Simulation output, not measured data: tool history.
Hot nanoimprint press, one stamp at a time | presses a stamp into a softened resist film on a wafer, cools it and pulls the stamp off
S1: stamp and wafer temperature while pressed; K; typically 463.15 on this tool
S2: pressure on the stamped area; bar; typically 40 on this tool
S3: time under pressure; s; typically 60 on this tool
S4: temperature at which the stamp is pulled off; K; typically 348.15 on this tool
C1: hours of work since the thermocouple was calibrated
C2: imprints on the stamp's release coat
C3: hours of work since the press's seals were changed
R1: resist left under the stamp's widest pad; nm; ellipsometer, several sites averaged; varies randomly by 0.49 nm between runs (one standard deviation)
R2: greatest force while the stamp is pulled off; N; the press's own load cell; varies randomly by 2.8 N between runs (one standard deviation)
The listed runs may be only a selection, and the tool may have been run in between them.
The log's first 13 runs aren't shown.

run,hour,S1,S2,S3,S4,C1,C2,C3,R1,R2
# hour 535.6: stamp cleaned and given a new release coat
14,550.7,463.15,40,60,348.15,110,47,607,148.5,229
15,591.3,463.15,40,60,348.15,134,172,630,148.7,233
16,627.3,463.15,40,60,348.15,154,283,650,148,243
17,676.7,474.15,25.2,43,348.15,182,435,678,144.2,244
18,712.1,463.15,48.3,60,348.15,202,543,699,136.5,245
# hour 726.5: stamp cleaned and given a new release coat
19,740.1,472.15,62.3,35,344.15,215,42,711,108.1,239
20,764.9,472.15,62.3,35,347.15,229,118,725,108.3,239
21,800.8,472.15,62.3,42,337.15,250,229,746,100,266
22,827.5,472.15,58.9,37,339.15,265,311,761,108.9,265
23,868.9,465.15,40,83,348.15,288,439,785,120.7,249
# hour 915.5: stamp cleaned and given a new release coat
24,916.2,465.15,40,83,348.15,312,3,808,120.9,229
25,954.8,465.15,40,83,340.15,334,121,830,120.5,251
26,996.4,465.15,40,83,340.15,358,249,854,120.8,259
27,1024.5,465.15,40,83,342.15,374,336,870,120.7,255
28,1069.9,463.15,40,60,348.15,399,475,896,147.7,243
# hour 1105.2: stamp cleaned and given a new release coat
29,1130,463.15,40,60,348.15,430,76,927,145.7,225
# hour 1157.5: plate thermocouple calibrated
30,1159.3,463.15,50,60,348.15,1,157,942,137.6,242

Consider 3 possible next runs. They are alternatives, not a sequence: every one starts from the tool as it was left by run 30. What does each give?
A,1212.1,473.15,33.8,61,348.15,31,319,972,?,?
B,1212.1,452.15,27.2,60,348.15,31,319,972,?,?
C,1212.1,463.15,50.3,60,341.15,31,319,972,?,?

run,R1,R2
A,114.9,245
B,252,243
C,136.2,263
Had the tool no hidden state, the same runs would have come out as:
run,R1,R2
A,111.6,232
B,248.6,230
C,130.6,249
